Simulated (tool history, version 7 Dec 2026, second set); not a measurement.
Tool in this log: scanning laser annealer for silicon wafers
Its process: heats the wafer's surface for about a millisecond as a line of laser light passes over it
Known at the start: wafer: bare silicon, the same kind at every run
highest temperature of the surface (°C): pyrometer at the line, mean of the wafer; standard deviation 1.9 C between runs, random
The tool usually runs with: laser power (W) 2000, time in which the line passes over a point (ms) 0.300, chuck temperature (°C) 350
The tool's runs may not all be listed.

run   hour  laser power (W)  time in which the line passes over a point (ms)  chuck temperature (°C)  highest temperature of the surface (°C)
  1    0.0             2000                                            0.300                     350                                     1149
  2   14.2             2000                                            0.300                     350                                     1150
  3   27.3             2000                                            0.300                     350                                     1148
  4   35.8             2000                                            0.300                     350                                     1149
  5   42.8             2000                                            0.300                     350                                     1146
  6   56.1             2000                                            0.300                     350                                     1148
  7   67.2             2000                                            0.300                     350                                     1149
  8   74.9             2000                                            0.300                     350                                     1147
  9   87.3             2000                                            0.337                     350                                     1197
 10   98.9             2000                                            0.300                     350                                     1149
 11  110.1             1811                                            0.300                     350                                     1070
 12  117.3             1811                                            0.365                     350                                     1150
 13  125.6             1811                                            0.365                     350                                     1148
 14  134.2             1803                                            0.211                     337                                      934
     139.9  -- optics aligned, line set to its width
 15  145.6             1775                                            0.299                     350                                     1054
 16  153.4             1775                                            0.299                     350                                     1053
 17  169.2             1774                                            0.300                     371                                     1073
     178.4  -- window over the wafer cleaned
 18  185.5             1774                                            0.300                     371                                     1116
 19  194.8             1836                                            0.300                     377                                     1148
 20  203.6             1973                                            0.332                     329                                     1200
 21  216.0             1973                                            0.332                     329                                     1201
 22  229.7             1973                                            0.332                     329                                     1200
     239.9  -- optics aligned, line set to its width, once more
 23  248.2             2164                                            0.300                     350                                     1252
 24  260.4             2032                                            0.252                     362                                     1137
 25  275.2             1888                                            0.300                     350                                     1138
 26  290.3             2067                                            0.336                     358                                     1272

Below are 5 alternative next runs, each starting from the tool's condition after run 26. Predict each:
  A  305.8             2184                                            0.215                     358                                        ?
  B  305.8             2119                                            0.302                     335                                        ?
  C  305.8             2000                                            0.263                     350                                        ?
  D  305.8             2067                                            0.298                     378                                        ?
  E  305.8             2000                                            0.338                     350                                        ?

run  highest temperature of the surface (°C)
  A                                     1118
  B                                     1217
  C                                     1124
  D                                     1234
  E                                     1235
With the hidden condition removed and each run's random variation left untouched, the same runs would have given:
run  highest temperature of the surface (°C)
  A                                     1123
  B                                     1223
  C                                     1129
  D                                     1240
  E                                     1241
